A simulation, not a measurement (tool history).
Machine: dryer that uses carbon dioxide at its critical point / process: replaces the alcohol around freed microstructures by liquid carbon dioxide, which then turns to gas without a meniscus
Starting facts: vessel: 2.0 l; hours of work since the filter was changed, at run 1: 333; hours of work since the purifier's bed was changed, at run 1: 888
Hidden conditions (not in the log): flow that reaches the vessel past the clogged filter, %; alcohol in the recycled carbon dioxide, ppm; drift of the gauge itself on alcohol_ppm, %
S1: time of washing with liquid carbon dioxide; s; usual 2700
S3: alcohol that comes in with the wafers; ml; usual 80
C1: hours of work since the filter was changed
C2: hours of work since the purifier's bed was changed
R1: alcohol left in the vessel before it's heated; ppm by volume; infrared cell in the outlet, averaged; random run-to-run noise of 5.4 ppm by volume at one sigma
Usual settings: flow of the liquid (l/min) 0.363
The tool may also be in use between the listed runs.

{"run": 1, "hour": 0.0, "S1": 2700, "flow of the liquid (l/min)": 0.363, "S3": 80, "C1": 333, "C2": 888, "R1": 282}
{"run": 2, "hour": 44.1, "S1": 2700, "flow of the liquid (l/min)": 0.363, "S3": 80, "C1": 361, "C2": 916, "R1": 309}
{"run": 3, "hour": 75.3, "S1": 2700, "flow of the liquid (l/min)": 0.363, "S3": 80, "C1": 381, "C2": 936, "R1": 313}
{"run": 4, "hour": 101.7, "S1": 2700, "flow of the liquid (l/min)": 0.363, "S3": 80, "C1": 398, "C2": 952, "R1": 319}
{"run": 5, "hour": 131.2, "S1": 2700, "flow of the liquid (l/min)": 0.363, "S3": 80, "C1": 417, "C2": 971, "R1": 321}
{"run": 6, "hour": 169.6, "S1": 2700, "flow of the liquid (l/min)": 0.363, "S3": 80, "C1": 441, "C2": 995, "R1": 328}
{"run": 7, "hour": 211.2, "S1": 2700, "flow of the liquid (l/min)": 0.363, "S3": 80, "C1": 467, "C2": 1022, "R1": 328}
{"run": 8, "hour": 229.5, "S1": 2700, "flow of the liquid (l/min)": 0.363, "S3": 80, "C1": 479, "C2": 1033, "R1": 337}
{"run": 9, "hour": 261.0, "S1": 1740, "flow of the liquid (l/min)": 0.363, "S3": 80, "C1": 499, "C2": 1053, "R1": 1338}
{"run": 10, "hour": 283.0, "S1": 2700, "flow of the liquid (l/min)": 0.363, "S3": 80, "C1": 513, "C2": 1067, "R1": 344}
{"run": 11, "hour": 305.3, "S1": 2700, "flow of the liquid (l/min)": 0.363, "S3": 80, "C1": 527, "C2": 1081, "R1": 344}
{"run": 12, "hour": 342.0, "S1": 2700, "flow of the liquid (l/min)": 0.363, "S3": 80, "C1": 550, "C2": 1104, "R1": 357}
{"hour": 371.2, "done": "inlet filter changed"}
{"run": 13, "hour": 387.0, "S1": 1740, "flow of the liquid (l/min)": 0.541, "S3": 80, "C1": 10, "C2": 1132, "R1": 327}
{"hour": 402.6, "done": "purifier's bed changed"}
{"run": 14, "hour": 411.0, "S1": 2700, "flow of the liquid (l/min)": 0.363, "S3": 111, "C1": 23, "C2": 5, "R1": 189}
{"run": 15, "hour": 450.4, "S1": 2700, "flow of the liquid (l/min)": 0.363, "S3": 111, "C1": 48, "C2": 30, "R1": 197}
{"run": 16, "hour": 479.2, "S1": 2700, "flow of the liquid (l/min)": 0.363, "S3": 111, "C1": 67, "C2": 49, "R1": 202}
{"run": 17, "hour": 513.7, "S1": 2700, "flow of the liquid (l/min)": 0.363, "S3": 111, "C1": 88, "C2": 70, "R1": 197}
{"run": 18, "hour": 548.0, "S1": 1740, "flow of the liquid (l/min)": 0.225, "S3": 96, "C1": 110, "C2": 92, "R1": 5240}
{"run": 19, "hour": 586.9, "S1": 1740, "flow of the liquid (l/min)": 0.225, "S3": 96, "C1": 135, "C2": 117, "R1": 5123}
{"run": 20, "hour": 611.5, "S1": 1740, "flow of the liquid (l/min)": 0.225, "S3": 96, "C1": 150, "C2": 132, "R1": 5257}
{"run": 21, "hour": 650.2, "S1": 2880, "flow of the liquid (l/min)": 0.363, "S3": 58, "C1": 175, "C2": 157, "R1": 102}
{"run": 22, "hour": 676.1, "S1": 1680, "flow of the liquid (l/min)": 0.31, "S3": 110, "C1": 191, "C2": 173, "R1": 2761}
{"run": 23, "hour": 708.5, "S1": 2100, "flow of the liquid (l/min)": 0.445, "S3": 110, "C1": 212, "C2": 194, "R1": 288}
{"run": 24, "hour": 733.7, "S1": 3660, "flow of the liquid (l/min)": 0.439, "S3": 86, "C1": 228, "C2": 210, "R1": 42}

Here are 4 independent what-if runs from the current tool condition. What would each one return?
{"run": "A", "hour": 760.4, "S1": 1740, "flow of the liquid (l/min)": 0.306, "S3": 25, "C1": 245, "C2": 227, "R1": "?"}
{"run": "B", "hour": 760.4, "S1": 2700, "flow of the liquid (l/min)": 0.244, "S3": 80, "C1": 245, "C2": 227, "R1": "?"}
{"run": "C", "hour": 760.4, "S1": 3000, "flow of the liquid (l/min)": 0.363, "S3": 27, "C1": 245, "C2": 227, "R1": "?"}
{"run": "D", "hour": 760.4, "S1": 1740, "flow of the liquid (l/min)": 0.374, "S3": 80, "C1": 245, "C2": 227, "R1": "?"}

run=A R1=659
run=B R1=993
run=C R1=64
run=D R1=1023
The same runs, with their run-to-run variation unchanged, on a tool lacking any hidden condition would have given:
run=A R1=577
run=B R1=872
run=C R1=25
run=D R1=897
